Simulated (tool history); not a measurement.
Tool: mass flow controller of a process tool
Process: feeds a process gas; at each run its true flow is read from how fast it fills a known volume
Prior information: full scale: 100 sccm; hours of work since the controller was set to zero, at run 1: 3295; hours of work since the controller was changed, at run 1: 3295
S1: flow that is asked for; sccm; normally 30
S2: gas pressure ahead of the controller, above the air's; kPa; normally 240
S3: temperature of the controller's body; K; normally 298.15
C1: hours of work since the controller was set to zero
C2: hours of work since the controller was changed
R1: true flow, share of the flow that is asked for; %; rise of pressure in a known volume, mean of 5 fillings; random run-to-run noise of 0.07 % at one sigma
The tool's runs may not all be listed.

run	hour	S1	S2	S3	C1	C2	R1
1	0.0	30	240	298.15	3295	3295	98.93
2	176.7	30	197	298.15	3420	3420	99.01
3	305.8	30	240	298.15	3511	3511	98.93
4	407.7	30	240	298.15	3583	3583	98.88
5	492.7	30	156	298.15	3643	3643	99.10
6	688.9	30	240	298.15	3781	3781	98.76
7	816.4	30	162	298.15	3871	3871	98.90
8	981.9	15	181	310.15	3988	3988	99.12
9	1171.3	15	181	310.15	4122	4122	99.00
10	1252.2	31	141	301.15	4179	4179	98.96
11	1336.1	18	153	306.15	4238	4238	98.99
12	1509.7	15	260	294.15	4361	4361	98.31
13	1612.5	10	201	303.15	4434	4434	98.62

Branching from run 13: 3 alternative next runs. What would each branch give?
# hour 1675.6: controller's zero set anew
A	1772.5	10	201	300.15	68	4546	?
# hour 1675.6: controller's zero set anew
B	1772.5	64	201	302.15	68	4546	?
# hour 1675.6: controller's zero set anew
C	1772.5	67	158	296.15	68	4546	?

run	R1
A	98.35
B	99.18
C	99.01
Stripped of hidden state, with their random variation kept, the same runs would have yielded:
run	R1
A	98.76
B	99.60
C	99.42
